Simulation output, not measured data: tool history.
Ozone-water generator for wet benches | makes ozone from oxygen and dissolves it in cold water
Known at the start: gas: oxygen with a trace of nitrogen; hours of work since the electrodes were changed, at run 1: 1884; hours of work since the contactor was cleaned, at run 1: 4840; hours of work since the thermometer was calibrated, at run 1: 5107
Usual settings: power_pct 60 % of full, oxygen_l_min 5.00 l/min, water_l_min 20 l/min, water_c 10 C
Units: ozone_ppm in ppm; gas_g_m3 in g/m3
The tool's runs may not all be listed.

run	hour	power_pct	oxygen_l_min	water_l_min	water_c	hours of work since the electrodes were changed	hours of work since the contactor was cleaned	hours of work since the thermometer was calibrated	ozone_ppm	gas_g_m3
1	0.0	60	5.00	20	10	1884	4840	5107	21.8	173.8
2	89.7	60	5.00	20	10	1966	4921	5189	21.9	172.5
3	132.8	41	5.00	20	10	2005	4960	5228	16.9	131.4
4	203.7	41	5.00	20	10	2070	5025	5292	16.4	132.8
5	295.6	41	5.00	20	10	2153	5108	5376	16.7	132.9
# hour 301.4: water thermometer calibrated
6	340.4	41	5.00	20	10	2193	5149	35	16.7	133.2
7	390.7	41	5.00	14	10	2239	5194	81	21.0	131.9
8	471.9	60	3.76	20	10	2313	5268	155	20.4	196.0
9	552.1	60	2.70	20	10	2386	5341	228	17.9	223.5
10	637.4	60	2.70	20	10	2463	5419	305	18.0	220.1
11	728.3	60	2.70	20	10	2546	5501	388	18.2	220.5
12	779.7	60	3.78	20	10	2593	5548	435	20.2	194.7
13	832.5	60	3.78	20	10	2641	5596	483	20.0	195.3
# hour 907.3: contactor cleaned
14	907.3	60	5.00	20	17	2705	0	547	20.2	175.0
15	961.4	60	5.00	20	9	2754	49	596	22.0	173.5
16	1014.7	60	3.63	14	9	2803	98	645	26.8	197.7
17	1057.8	60	3.63	14	9	2842	137	684	27.1	197.8
18	1124.5	40	3.17	12	7	2903	197	745	22.3	155.7
19	1193.9	60	5.80	20	10	2966	261	808	22.6	163.9
20	1231.9	60	5.00	19	7	3000	295	842	23.4	173.8
21	1324.3	47	2.95	20	13	3084	379	926	15.2	178.5
22	1370.1	47	2.61	15	13	3126	421	968	18.4	186.7
23	1421.9	60	5.00	23	10	3173	468	1015	19.7	173.7
24	1513.4	59	4.98	20	10	3256	551	1098	22.0	173.5
25	1590.5	45	6.26	19	8	3326	621	1168	19.9	128.7
26	1631.9	60	5.00	25	7	3364	659	1206	19.4	172.7
27	1707.7	60	3.84	15	12	3433	728	1275	25.0	193.0

Forecast each of these 5 alternatives for the next run:
A	1795.8	56	4.01	20	6	3513	808	1355	?	?
B	1795.8	60	2.78	15	12	3513	808	1355	?	?
C	1795.8	60	6.61	25	11	3513	808	1355	?	?
D	1795.8	60	3.84	15	8	3513	808	1355	?	?
E	1795.8	67	5.00	20	10	3513	808	1355	?	?

run	ozone_ppm	gas_g_m3
A	20.5	182.6
B	23.1	216.7
C	19.4	156.4
D	26.0	192.9
E	23.8	189.4
Without the tool's hidden state the same runs would have given:
run	ozone_ppm	gas_g_m3
A	20.5	182.8
B	23.1	216.9
C	19.5	156.5
D	26.0	193.0
E	23.8	189.6

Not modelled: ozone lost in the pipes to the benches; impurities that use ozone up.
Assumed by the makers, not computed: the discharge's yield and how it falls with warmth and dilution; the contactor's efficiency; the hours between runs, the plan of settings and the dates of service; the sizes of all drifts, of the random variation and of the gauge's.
